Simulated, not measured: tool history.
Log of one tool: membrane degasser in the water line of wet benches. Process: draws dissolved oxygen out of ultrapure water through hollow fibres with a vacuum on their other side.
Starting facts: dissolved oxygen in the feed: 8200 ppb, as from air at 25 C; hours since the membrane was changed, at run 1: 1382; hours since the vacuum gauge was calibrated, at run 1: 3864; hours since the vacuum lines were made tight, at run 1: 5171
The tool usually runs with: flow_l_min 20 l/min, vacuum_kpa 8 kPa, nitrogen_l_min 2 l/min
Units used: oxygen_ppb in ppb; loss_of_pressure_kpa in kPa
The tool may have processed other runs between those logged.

run	day	flow_l_min	vacuum_kpa	nitrogen_l_min	hours since the membrane was changed	hours since the vacuum gauge was calibrated	hours since the vacuum lines were made tight	oxygen_ppb	loss_of_pressure_kpa
1	0	20	8	2	1382	3864	5171	132.2	61.11
2	3.875	20	8	2	1475	3957	5264	130.5	60.75
3	5.967	20	8	2	1525	4007	5314	132.1	60.7
4	9.892	20	5.39	2	1619	4102	5408	71.9	61.48
5	11.717	20	5.39	2	1663	4145	5452	71.3	61.79
6	15.262	20	4.87	2	1748	4230	5537	60.1	61.38
7	18.942	20	4.87	2	1836	4319	5625	60.8	61.18
8	21.262	20	4.87	2	1892	4374	5681	60	61.46
9	24.438	20	12.76	2	1968	4451	5757	238.9	61.28
10	26.625	20	12.76	2	2021	4503	5810	243.3	61.58
11	28.562	20	12.76	2	2067	4550	5856	239.8	61.56
12	32.458	20	12.76	2	2161	4643	5950	237.5	61.54
# day 35.088: gauge calibrated
13	36.333	20	12.76	2	2254	4736	6043	241.5	60.67
14	39.492	20	8	3.37	2329	4812	6119	88.4	61
15	42.708	20	8	3.37	2407	4889	6196	88.8	60.82
16	45.367	20	8	3.37	2470	4953	6260	89	61.39
17	49.321	20	8	2.81	2565	5048	6354	101.4	61.22
18	52.758	22	12.2	1.33	2648	5130	6437	346.1	67.75
19	55.112	20	8	2	2704	5187	6493	132.7	61.66
20	57.021	22	14.5	2.89	2750	5233	6539	226.9	67.33
# day 59.55: seals of the vacuum lines changed
21	60.004	20	13.63	2	2820	5302	11	258.4	61.93
22	62.925	20	13.63	2	2890	5372	81	262.6	61.56
23	66.442	20	9.41	1.22	2974	5457	165	242.2	61.88
24	68.612	20	9.41	1.22	3026	5509	217	245.7	62.34
25	72.108	24	8.54	0.85	3110	5593	301	342	74.51
26	74.6	20	11.81	2	3170	5653	361	222.5	61.93
27	77.346	20	11.81	2	3236	5718	427	217.5	62.12
28	81.196	20	11.81	5.78	3328	5811	519	93	62.57
29	83.708	23	11.81	5.78	3389	5871	580	114.7	71.95
30	86.967	12	11.99	5.95	3467	5949	658	46.3	37.77
31	90.967	31	7.55	5.64	3563	6045	754	136.5	96.81
# day 93.942: gauge calibrated
32	94.342	25	7.63	2	3644	6126	835	168.6	76.1

4 ways to go on from here, each from the tool as it stands after run 32. What would each give?
A	96.562	24	7.63	2	3697	6180	888	?	?
B	96.562	22	9.22	2	3697	6180	888	?	?
C	96.562	20	12.14	2	3697	6180	888	?	?
D	96.562	20	8	2.97	3697	6180	888	?	?

run	oxygen_ppb	loss_of_pressure_kpa
A	160.2	72.82
B	178.7	66.9
C	229.7	61.47
D	98.7	60.81
The same runs, with their run-to-run variation unchanged, on a tool lacking any hidden condition would have given:
run	oxygen_ppb	loss_of_pressure_kpa
A	159.9	72.68
B	178.5	66.76
C	229.5	61.35
D	98.5	60.69
